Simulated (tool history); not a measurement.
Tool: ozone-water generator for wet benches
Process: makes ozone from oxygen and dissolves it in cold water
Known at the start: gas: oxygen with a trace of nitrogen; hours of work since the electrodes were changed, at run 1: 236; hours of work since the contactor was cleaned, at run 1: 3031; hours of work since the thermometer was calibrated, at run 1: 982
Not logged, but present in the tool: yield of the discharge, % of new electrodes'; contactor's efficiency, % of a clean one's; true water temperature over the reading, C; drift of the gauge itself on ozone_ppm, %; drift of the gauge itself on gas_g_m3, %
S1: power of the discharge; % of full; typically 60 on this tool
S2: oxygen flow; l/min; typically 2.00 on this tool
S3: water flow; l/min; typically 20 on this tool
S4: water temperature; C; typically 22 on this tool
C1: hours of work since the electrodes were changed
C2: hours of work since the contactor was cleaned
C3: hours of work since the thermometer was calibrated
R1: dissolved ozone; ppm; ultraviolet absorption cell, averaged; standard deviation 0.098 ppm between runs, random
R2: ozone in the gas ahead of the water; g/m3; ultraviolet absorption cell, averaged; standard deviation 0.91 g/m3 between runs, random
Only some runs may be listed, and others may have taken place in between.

| run | hour | S1 | S2 | S3 | S4 | C1 | C2 | C3 | R1 | R2 |
|---|---|---|---|---|---|---|---|---|---|---|
| 1 | 0.0 | 60 | 2.00 | 20 | 22 | 236 | 3031 | 982 | 7.83 | 153.6 |
| 2 | 67.4 | 60 | 2.00 | 20 | 22 | 277 | 3072 | 1022 | 7.84 | 152.0 |
| 3 | 152.4 | 60 | 2.00 | 20 | 22 | 328 | 3123 | 1073 | 7.68 | 152.0 |
| 4 | 208.5 | 60 | 2.00 | 20 | 22 | 361 | 3157 | 1107 | 7.84 | 150.4 |
| 5 | 263.0 | 60 | 2.00 | 20 | 22 | 394 | 3189 | 1139 | 7.68 | 150.7 |
| 6 | 341.6 | 60 | 2.00 | 20 | 22 | 441 | 3236 | 1187 | 7.94 | 151.7 |
| 7 | 434.5 | 60 | 2.00 | 20 | 22 | 497 | 3292 | 1242 | 7.77 | 151.7 |
| 8 | 495.7 | 60 | 2.00 | 20 | 22 | 534 | 3329 | 1279 | 7.79 | 152.1 |
| 9 | 590.5 | 60 | 2.00 | 20 | 22 | 591 | 3386 | 1336 | 7.71 | 150.8 |
| 10 | 646.4 | 60 | 2.00 | 20 | 16 | 624 | 3419 | 1370 | 7.92 | 149.8 |
| 11 | 759.4 | 60 | 2.00 | 19 | 22 | 692 | 3487 | 1437 | 8.06 | 151.3 |
| 12 | 837.7 | 60 | 2.00 | 19 | 22 | 739 | 3534 | 1484 | 8.05 | 148.9 |
| 13 | 906.3 | 60 | 2.00 | 20 | 20 | 780 | 3575 | 1526 | 7.60 | 151.9 |
| 14 | 973.3 | 60 | 1.06 | 20 | 22 | 820 | 3616 | 1566 | 6.55 | 211.7 |
|  | 981.9 | contactor cleaned |
| 15 | 1050.0 | 60 | 1.06 | 20 | 22 | 864 | 41 | 1609 | 6.46 | 212.3 |
| 16 | 1118.2 | 60 | 2.03 | 21 | 25 | 905 | 82 | 1650 | 7.02 | 149.1 |
| 17 | 1197.4 | 60 | 2.03 | 21 | 25 | 953 | 129 | 1698 | 7.07 | 148.3 |
| 18 | 1259.8 | 60 | 1.08 | 30 | 22 | 990 | 167 | 1735 | 4.07 | 209.8 |
| 19 | 1349.0 | 60 | 2.03 | 19 | 22 | 1044 | 220 | 1789 | 7.92 | 148.7 |
|  | 1372.2 | contactor cleaned, once more |
| 20 | 1433.8 | 60 | 2.95 | 16 | 22 | 1092 | 37 | 1837 | 9.96 | 120.5 |
| 21 | 1516.8 | 56 | 1.01 | 28 | 23 | 1142 | 87 | 1887 | 4.20 | 201.8 |
| 22 | 1570.6 | 45 | 2.00 | 20 | 22 | 1174 | 119 | 1920 | 6.28 | 119.2 |
| 23 | 1679.9 | 45 | 2.00 | 20 | 22 | 1240 | 185 | 1985 | 6.18 | 119.1 |
| 24 | 1778.7 | 52 | 1.44 | 20 | 22 | 1299 | 244 | 2044 | 6.37 | 157.7 |

Entry by entry between the runs, the difference in hidden state between the last listed run before and the first listed run after:
Run 14 -> run 15: contactor cleaned (hour 981.9)
  yield of the discharge, % of new electrodes': 98.5 -> 98.4; contactor's efficiency, % of a clean one's: 96.1 -> 94.4
  measured value less the no-hidden-state value, R1: -0.23 -> -0.29 ppm; R2: -2.9 -> -3.0 g/m3
Run 19 -> run 20: contactor cleaned, once more (hour 1372.2)
  yield of the discharge, % of new electrodes': 98 -> 97.9; contactor's efficiency, % of a clean one's: 94.3 -> 99
  measured value less the no-hidden-state value, R1: -0.40 -> -0.25 ppm; R2: -2.7 -> -2.3 g/m3
